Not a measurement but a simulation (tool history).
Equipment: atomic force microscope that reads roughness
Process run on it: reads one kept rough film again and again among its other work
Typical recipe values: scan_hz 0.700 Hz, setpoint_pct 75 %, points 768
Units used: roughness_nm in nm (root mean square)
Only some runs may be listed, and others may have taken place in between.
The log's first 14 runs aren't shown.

run	hour	scan_hz	setpoint_pct	points	roughness_nm
# hour 348.2: new tip fitted
15	361.2	0.700	75	768	2.994
16	384.3	0.700	75	768	2.844
17	415.1	0.700	75	768	2.662
18	448.5	2.657	68	420	2.297
# hour 463.8: new tip fitted
19	477.0	2.657	68	420	2.783
20	496.7	2.061	86	768	2.361
21	516.0	0.700	59	824	2.884
22	534.9	0.672	75	768	2.697
23	557.3	0.672	75	768	2.563
# hour 580.7: new tip fitted
24	582.6	0.700	88	768	2.973
25	610.9	0.700	86	550	2.802
26	629.7	0.527	66	432	2.857
27	646.6	0.527	66	432	2.749

Predict the results of run 28:
28	662.8	0.527	66	432	?

{"run 28": {"roughness_nm": 2.674}}
Take away the tool's hidden state, keep the run-to-run variation as it was, and the same run would have given roughness_nm 3.163 nm (root mean square).
